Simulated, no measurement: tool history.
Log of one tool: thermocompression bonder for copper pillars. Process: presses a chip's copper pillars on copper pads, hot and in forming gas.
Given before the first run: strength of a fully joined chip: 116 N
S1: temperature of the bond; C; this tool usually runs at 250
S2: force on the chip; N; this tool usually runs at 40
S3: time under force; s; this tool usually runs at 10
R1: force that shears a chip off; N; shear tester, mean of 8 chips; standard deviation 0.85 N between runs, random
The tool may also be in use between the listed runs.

Run 1, hour 0.0: usual settings. Result: R1 65.4 N.
Run 2, hour 24.4: usual settings. Result: R1 65.2 N.
Run 3, hour 48.0: usual settings. Result: R1 66.2 N.
Run 4, hour 64.7: usual settings. Result: R1 64.5 N.
Run 5, hour 90.8: usual settings. Result: R1 63.0 N.
Run 6, hour 115.1: usual settings. Result: R1 63.5 N.
Run 7, hour 148.3: usual settings but S1 240 C, S2 48 N, S3 7 s. Result: R1 58.6 N.
Run 8, hour 181.4: usual settings but S1 240 C, S2 48 N, S3 7 s. Result: R1 57.7 N.
Run 9, hour 203.4: usual settings but S1 240 C, S2 48 N, S3 7 s. Result: R1 59.3 N.
Run 10, hour 222.6: usual settings but S1 279 C. Result: R1 81.5 N.
Run 11, hour 246.3: usual settings but S1 279 C, S2 35 N, S3 7 s. Result: R1 67.8 N.

4 options for the next run, each taken on its own from the tool as it stands now. Forecast them:
Run A, hour 264.0: usual settings but S1 279 C, S2 35 N, S3 30 s. Result: R1 ?.
Run B, hour 264.0: usual settings but S1 279 C, S2 32 N, S3 7 s. Result: R1 ?.
Run C, hour 264.0: usual settings but S1 279 C, S2 48 N, S3 7 s. Result: R1 ?.
Run D, hour 264.0: usual settings but S1 245 C, S2 43 N, S3 20 s. Result: R1 ?.

run    R1
  A  91.6
  B  62.6
  C  84.5
  D  75.1
What these runs would have given with no unlogged condition in the tool:
run     R1
  A  100.9
  B   69.4
  C   93.3
  D   83.5

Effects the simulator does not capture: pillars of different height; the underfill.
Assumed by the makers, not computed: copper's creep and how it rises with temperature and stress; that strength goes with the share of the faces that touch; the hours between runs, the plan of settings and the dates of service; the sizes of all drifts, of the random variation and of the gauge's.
